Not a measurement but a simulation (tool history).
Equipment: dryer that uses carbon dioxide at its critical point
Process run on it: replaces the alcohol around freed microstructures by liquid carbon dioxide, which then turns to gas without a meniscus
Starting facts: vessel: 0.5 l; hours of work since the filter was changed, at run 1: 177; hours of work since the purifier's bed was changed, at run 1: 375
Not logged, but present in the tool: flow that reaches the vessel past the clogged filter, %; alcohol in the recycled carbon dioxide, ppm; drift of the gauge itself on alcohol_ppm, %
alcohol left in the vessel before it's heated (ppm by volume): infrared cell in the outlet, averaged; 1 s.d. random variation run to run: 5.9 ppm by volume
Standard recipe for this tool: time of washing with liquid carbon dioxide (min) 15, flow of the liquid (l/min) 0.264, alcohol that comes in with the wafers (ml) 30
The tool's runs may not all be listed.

| run | hour | time of washing with liquid carbon dioxide (min) | flow of the liquid (l/min) | alcohol that comes in with the wafers (ml) | hours of work since the filter was changed | hours of work since the purifier's bed was changed | alcohol left in the vessel before it's heated (ppm by volume) |
|---|---|---|---|---|---|---|---|
| 1 | 0 | 15 | 0.264 | 30 | 177 | 375 | 321 |
| 2 | 62.8 | 15 | 0.264 | 30 | 214 | 413 | 347 |
| 3 | 95.9 | 15 | 0.264 | 30 | 234 | 432 | 364 |
| 4 | 153.3 | 15 | 0.264 | 30 | 269 | 467 | 395 |
| 5 | 185.7 | 15 | 0.264 | 30 | 288 | 487 | 386 |
| 6 | 240 | 15 | 0.264 | 30 | 321 | 519 | 421 |
| 7 | 298.4 | 15 | 0.264 | 30 | 356 | 554 | 446 |
|  | 303.3 | inlet filter changed |
| 8 | 352.9 | 15 | 0.264 | 30 | 30 | 587 | 279 |
| 9 | 410.1 | 16 | 0.432 | 42 | 64 | 621 | 62 |
| 10 | 460.2 | 11 | 0.288 | 21 | 95 | 651 | 578 |
| 11 | 515 | 24 | 0.216 | 28 | 128 | 684 | 113 |
| 12 | 547.8 | 24 | 0.216 | 28 | 147 | 704 | 101 |

What if the next run were any one of these 5? Each begins from the tool's condition after run 12:
| A | 605.5 | 10 | 0.264 | 30 | 182 | 739 | ? |
| B | 605.5 | 14 | 0.209 | 28 | 182 | 739 | ? |
| C | 605.5 | 24 | 0.216 | 38 | 182 | 739 | ? |
| D | 605.5 | 19 | 0.214 | 34 | 182 | 739 | ? |
| E | 605.5 | 24 | 0.209 | 28 | 182 | 739 | ? |

| run | alcohol left in the vessel before it's heated (ppm by volume) |
|---|---|
| A | 1780 |
| B | 1178 |
| C | 151 |
| D | 384 |
| E | 139 |
Take away the tool's hidden state, keep each run's random variation, and the runs would have read:
| run | alcohol left in the vessel before it's heated (ppm by volume) |
|---|---|
| A | 1362 |
| B | 862 |
| C | 61 |
| D | 230 |
| E | 54 |

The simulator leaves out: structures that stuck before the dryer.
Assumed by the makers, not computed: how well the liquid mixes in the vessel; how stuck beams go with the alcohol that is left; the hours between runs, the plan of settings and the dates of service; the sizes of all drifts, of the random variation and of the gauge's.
